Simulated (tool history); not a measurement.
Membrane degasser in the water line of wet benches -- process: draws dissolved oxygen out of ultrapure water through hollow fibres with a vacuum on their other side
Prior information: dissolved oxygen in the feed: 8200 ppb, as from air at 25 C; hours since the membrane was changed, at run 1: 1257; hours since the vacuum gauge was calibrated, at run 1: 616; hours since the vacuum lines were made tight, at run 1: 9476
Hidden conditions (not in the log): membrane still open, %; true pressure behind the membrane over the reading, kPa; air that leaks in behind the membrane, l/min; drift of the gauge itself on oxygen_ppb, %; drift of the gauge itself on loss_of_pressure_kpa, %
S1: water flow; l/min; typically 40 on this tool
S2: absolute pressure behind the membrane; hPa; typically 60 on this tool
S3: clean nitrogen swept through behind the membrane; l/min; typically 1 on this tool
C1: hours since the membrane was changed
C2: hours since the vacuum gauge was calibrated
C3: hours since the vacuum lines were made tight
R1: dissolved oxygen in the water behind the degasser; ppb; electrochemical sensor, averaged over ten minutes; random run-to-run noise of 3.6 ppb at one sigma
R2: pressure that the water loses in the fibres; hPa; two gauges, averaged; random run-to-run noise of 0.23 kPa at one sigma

run     day  S1     S2    S3    C1    C2     C3      R1     R2
  1       0  40     60     1  1257   616   9476   369.7    604
  2   2.538  46     60     1  1318   677   9537   468.5  693.3
  3   3.725  40     60     1  1346   706   9566   371.6  606.7
  4     6.2  40     60     1  1406   765   9625   370.1  606.3
  5   7.912  40     60     1  1447   806   9666   373.4  605.5
  6  10.183  40     60     1  1501   861   9721   379.1  607.5
  7  12.596  40   56.9     1  1559   919   9779   354.1  606.3
  8  14.692  40   56.9     1  1609   969   9829     350  603.8
  9  16.517  49   56.9     1  1653  1013   9873   483.2  738.6
 10  17.796  49   56.9     1  1684  1043   9903   494.2    743
 11  19.979  42   56.9     1  1736  1096   9956   384.2  636.1
 12  21.096  42   56.9     1  1763  1123   9983     381  639.1
 13  23.229  42   56.9     1  1814  1174  10034   382.7  637.5
 14  24.425  42   56.9     1  1843  1203  10063   377.6  634.1
 15    26.9  42   56.9     1  1902  1262  10122   383.4  635.6
 16  28.696  50   56.9     1  1945  1305  10165   523.5  760.5
 17  30.425  62     60     1  1987  1347  10207     765  940.3
 18  31.938  54  129.9  1.03  2023  1383  10243  1165.4  815.8
 19    34.5  35  147.5  1.03  2085  1444  10304   850.1  528.4
 20  35.871  39   43.5  1.03  2118  1477  10337     237  592.5
 21  37.008  40   41.9  0.61  2145  1505  10365   272.8  607.4
 22  38.867  40   41.9  0.61  2190  1549  10409   276.1  615.2
 23  40.538  40   47.7     1  2230  1589  10449   287.7    609
 24  41.596  34     60     1  2255  1615  10475   288.2  517.2
 25   43.75  34     60     1  2307  1666  10526   292.3  522.3
 26  46.275  34     60     1  2367  1727  10587   294.5  518.7
 27  47.592  34     60     1  2399  1759  10619   292.3  519.4
 28  49.275  31     60  2.23  2439  1799  10659   160.8    469
 29  50.475  31     60  2.23  2468  1828  10688   161.7  472.6
 30  53.017  31   91.5  2.83  2529  1889  10749   222.4  472.5
 31  54.621  31   68.3  2.82  2568  1927  10787   166.7  473.5
 32  57.017  40   36.8  0.88  2625  1985  10845   207.8  604.5
 33  59.408  28    124  1.42  2683  2042  10902   450.8  424.8

Measured minus without-hidden-state, run by run (identical run-to-run variation in each term; gauge scatter may differ):
run     R1    R2
  1   +6.8    +3
  2   +8.2  +3.7
  3   +7.5  +3.3
  4   +7.8  +3.5
  5   +8.1  +3.6
  6   +8.5  +3.7
  7   +8.9  +3.9
  8   +9.1  +3.9
  9  +11.1  +4.9
 10  +11.5  +5.1
 11  +10.4  +4.5
 12  +10.5  +4.5
 13  +10.9  +4.7
 14  +10.9  +4.8
 15  +11.5  +4.9
 16  +14.3    +6
 17  +17.4  +7.6
 18  +13.2  +6.6
 19  +13.4  +4.4
 20  +11.9    +5
 21  +14.3  +5.3
 22  +14.8  +5.4
 23  +13.2  +5.5
 24  +11.2  +4.8
 25  +11.6  +4.8
 26    +12  +4.9
 27    +12    +5
 28   +8.4  +4.6
 29   +8.5  +4.7
 30   +9.5  +4.8
 31   +8.4  +4.9
 32  +16.4  +6.4
 33  +14.7  +4.6
